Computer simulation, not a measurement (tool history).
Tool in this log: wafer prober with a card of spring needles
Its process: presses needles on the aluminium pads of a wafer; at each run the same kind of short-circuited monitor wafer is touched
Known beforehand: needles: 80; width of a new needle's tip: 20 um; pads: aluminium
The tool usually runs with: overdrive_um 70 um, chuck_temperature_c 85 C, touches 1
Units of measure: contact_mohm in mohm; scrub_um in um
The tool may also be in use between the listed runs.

| run | hour | overdrive_um | chuck_temperature_c | touches | contact_mohm | scrub_um |
|---|---|---|---|---|---|---|
| 1 | 0.0 | 70 | 85 | 1 | 125 | 13.45 |
|  | 2.2 | tips cleaned on abrasive film |
|  | 10.6 | tips cleaned on abrasive film |
|  | 21.2 | tips cleaned on abrasive film |
|  | 31.7 | tips cleaned on abrasive film |
| 2 | 33.8 | 70 | 85 | 1 | 124 | 13.39 |
|  | 42.2 | tips cleaned on abrasive film |
|  | 52.8 | tips cleaned on abrasive film |
|  | 62.1 | tips cleaned on abrasive film |
| 3 | 62.1 | 68 | 85 | 1 | 124 | 13.03 |
|  | 70.5 | tips cleaned on abrasive film |
|  | 79.0 | tips cleaned on abrasive film |
|  | 87.4 | tips cleaned on abrasive film |
|  | 98.0 | tips cleaned on abrasive film |
|  | 106.4 | tips cleaned on abrasive film |
| 4 | 111.4 | 70 | 28 | 1 | 118 | 13.40 |
|  | 115.6 | tips cleaned on abrasive film |
|  | 126.2 | tips cleaned on abrasive film |
|  | 136.7 | tips cleaned on abrasive film |
|  | 147.2 | tips cleaned on abrasive film |
|  | 157.8 | tips cleaned on abrasive film |
|  | 166.2 | tips cleaned on abrasive film |
| 5 | 166.7 | 70 | 85 | 1 | 126 | 13.51 |
|  | 175.1 | tips cleaned on abrasive film |
|  | 175.4 | height of the first contact set anew |
|  | 186.0 | tips cleaned on abrasive film |
|  | 194.4 | tips cleaned on abrasive film |
| 6 | 197.8 | 70 | 85 | 3 | 123 | 13.38 |
|  | 204.1 | tips cleaned on abrasive film |
|  | 212.6 | tips cleaned on abrasive film |
|  | 221.0 | tips cleaned on abrasive film |
|  | 229.5 | tips cleaned on abrasive film |
| 7 | 237.5 | 70 | 85 | 1 | 124 | 13.46 |
|  | 239.7 | tips cleaned on abrasive film |
|  | 248.2 | tips cleaned on abrasive film |
|  | 256.6 | tips cleaned on abrasive film |
|  | 267.2 | tips cleaned on abrasive film |
|  | 277.7 | tips cleaned on abrasive film |
|  | 286.2 | tips cleaned on abrasive film |
|  | 296.7 | tips cleaned on abrasive film |
| 8 | 301.1 | 70 | 38 | 1 | 115 | 13.40 |
|  | 305.3 | tips cleaned on abrasive film |
|  | 315.9 | tips cleaned on abrasive film |
|  | 326.4 | tips cleaned on abrasive film |
|  | 336.9 | tips cleaned on abrasive film |
|  | 345.4 | tips cleaned on abrasive film |
|  | 355.9 | tips cleaned on abrasive film |
| 9 | 361.7 | 70 | 85 | 1 | 123 | 13.48 |
|  | 366.0 | tips cleaned on abrasive film |
|  | 374.4 | tips cleaned on abrasive film |
|  | 382.9 | tips cleaned on abrasive film |
|  | 393.4 | tips cleaned on abrasive film |
|  | 403.9 | tips cleaned on abrasive film |
|  | 414.5 | tips cleaned on abrasive film |
|  | 422.9 | tips cleaned on abrasive film |
| 10 | 426.3 | 70 | 85 | 1 | 124 | 13.42 |
|  | 432.7 | tips cleaned on abrasive film |
|  | 443.2 | tips cleaned on abrasive film |
|  | 451.7 | tips cleaned on abrasive film |
|  | 462.2 | tips cleaned on abrasive film |
| 11 | 468.7 | 70 | 85 | 1 | 123 | 13.45 |
|  | 470.9 | tips cleaned on abrasive film |
|  | 481.4 | tips cleaned on abrasive film |
|  | 489.9 | tips cleaned on abrasive film |
|  | 500.4 | tips cleaned on abrasive film |
|  | 507.0 | height of the first contact set anew |
|  | 511.3 | tips cleaned on abrasive film |
|  | 519.7 | tips cleaned on abrasive film |
|  | 528.2 | tips cleaned on abrasive film |
| 12 | 528.6 | 70 | 85 | 1 | 124 | 13.53 |
|  | 537.0 | tips cleaned on abrasive film |
|  | 545.5 | tips cleaned on abrasive film |
|  | 553.9 | tips cleaned on abrasive film |
|  | 563.1 | tips cleaned on abrasive film |
| 13 | 563.1 | 70 | 85 | 1 | 124 | 13.49 |
|  | 571.5 | tips cleaned on abrasive film |
|  | 582.1 | tips cleaned on abrasive film |
|  | 591.8 | tips cleaned on abrasive film |
| 14 | 591.8 | 62 | 49 | 1 | 119 | 11.85 |
|  | 600.2 | tips cleaned on abrasive film |
|  | 610.8 | tips cleaned on abrasive film |
|  | 621.3 | tips cleaned on abrasive film |
|  | 629.7 | tips cleaned on abrasive film |
| 15 | 633.5 | 70 | 90 | 1 | 125 | 13.27 |
|  | 639.9 | tips cleaned on abrasive film |
|  | 648.3 | tips cleaned on abrasive film |
|  | 658.9 | tips cleaned on abrasive film |
|  | 669.4 | tips cleaned on abrasive film |
|  | 677.8 | tips cleaned on abrasive film |
| 16 | 685.6 | 70 | 90 | 1 | 124 | 13.45 |
|  | 687.8 | tips cleaned on abrasive film |
|  | 698.3 | tips cleaned on abrasive film |
|  | 706.8 | tips cleaned on abrasive film |
|  | 717.3 | tips cleaned on abrasive film |
| 17 | 717.9 | 59 | 65 | 1 | 121 | 11.24 |
|  | 726.3 | tips cleaned on abrasive film |
|  | 734.8 | tips cleaned on abrasive film |
|  | 745.3 | tips cleaned on abrasive film |
|  | 755.9 | tips cleaned on abrasive film |
|  | 766.4 | tips cleaned on abrasive film |
|  | 774.8 | tips cleaned on abrasive film |
|  | 783.3 | tips cleaned on abrasive film |
| 18 | 786.3 | 59 | 65 | 1 | 122 | 11.46 |
|  | 792.7 | tips cleaned on abrasive film |
|  | 803.2 | tips cleaned on abrasive film |
|  | 811.7 | tips cleaned on abrasive film |
| 19 | 814.7 | 84 | 26 | 1 | 116 | 16.15 |
|  | 821.0 | tips cleaned on abrasive film |
|  | 831.6 | tips cleaned on abrasive film |
|  | 838.1 | height of the first contact set anew |
|  | 840.3 | tips cleaned on abrasive film |
|  | 848.8 | tips cleaned on abrasive film |
|  | 859.3 | tips cleaned on abrasive film |
|  | 867.7 | tips cleaned on abrasive film |
|  | 878.3 | tips cleaned on abrasive film |
| 20 | 879.7 | 79 | 85 | 1 | 123 | 15.19 |
|  | 888.2 | tips cleaned on abrasive film |
|  | 896.6 | tips cleaned on abrasive film |
|  | 907.2 | tips cleaned on abrasive film |
| 21 | 912.5 | 51 | 30 | 2 | 123 | 9.77 |
|  | 916.7 | tips cleaned on abrasive film |
|  | 925.2 | tips cleaned on abrasive film |
|  | 935.7 | tips cleaned on abrasive film |
| 22 | 941.3 | 51 | 30 | 2 | 117 | 9.91 |
|  | 945.6 | tips cleaned on abrasive film |
|  | 954.0 | tips cleaned on abrasive film |
|  | 964.5 | tips cleaned on abrasive film |
|  | 973.0 | tips cleaned on abrasive film |
|  | 981.4 | tips cleaned on abrasive film |
|  | 992.0 | tips cleaned on abrasive film |
|  | 1002.5 | tips cleaned on abrasive film |
| 23 | 1009.1 | 51 | 41 | 2 | 121 | 9.72 |

Forecast each of these 4 alternatives for the next run:
|  | 1011.3 | tips cleaned on abrasive film |
|  | 1019.8 | tips cleaned on abrasive film |
|  | 1030.3 | tips cleaned on abrasive film |
|  | 1038.8 | tips cleaned on abrasive film |
|  | 1047.2 | tips cleaned on abrasive film |
|  | 1057.7 | tips cleaned on abrasive film |
| A | 1063.1 | 89 | 25 | 2 | ? | ? |
|  | 1011.3 | tips cleaned on abrasive film |
|  | 1019.8 | tips cleaned on abrasive film |
|  | 1030.3 | tips cleaned on abrasive film |
|  | 1038.8 | tips cleaned on abrasive film |
|  | 1047.2 | tips cleaned on abrasive film |
|  | 1057.7 | tips cleaned on abrasive film |
| B | 1063.1 | 70 | 85 | 1 | ? | ? |
|  | 1011.3 | tips cleaned on abrasive film |
|  | 1019.8 | tips cleaned on abrasive film |
|  | 1030.3 | tips cleaned on abrasive film |
|  | 1038.8 | tips cleaned on abrasive film |
|  | 1047.2 | tips cleaned on abrasive film |
|  | 1057.7 | tips cleaned on abrasive film |
| C | 1063.1 | 72 | 27 | 1 | ? | ? |
|  | 1011.3 | tips cleaned on abrasive film |
|  | 1019.8 | tips cleaned on abrasive film |
|  | 1030.3 | tips cleaned on abrasive film |
|  | 1038.8 | tips cleaned on abrasive film |
|  | 1047.2 | tips cleaned on abrasive film |
|  | 1057.7 | tips cleaned on abrasive film |
| D | 1063.1 | 70 | 85 | 2 | ? | ? |

| run | contact_mohm | scrub_um |
|---|---|---|
| A | 114 | 17.17 |
| B | 125 | 13.46 |
| C | 117 | 13.87 |
| D | 125 | 13.42 |
The same runs, with their run-to-run variation unchanged, on a tool lacking any hidden condition would have given:
| run | contact_mohm | scrub_um |
|---|---|---|
| A | 114 | 17.17 |
| B | 125 | 13.46 |
| C | 116 | 13.87 |
| D | 125 | 13.42 |
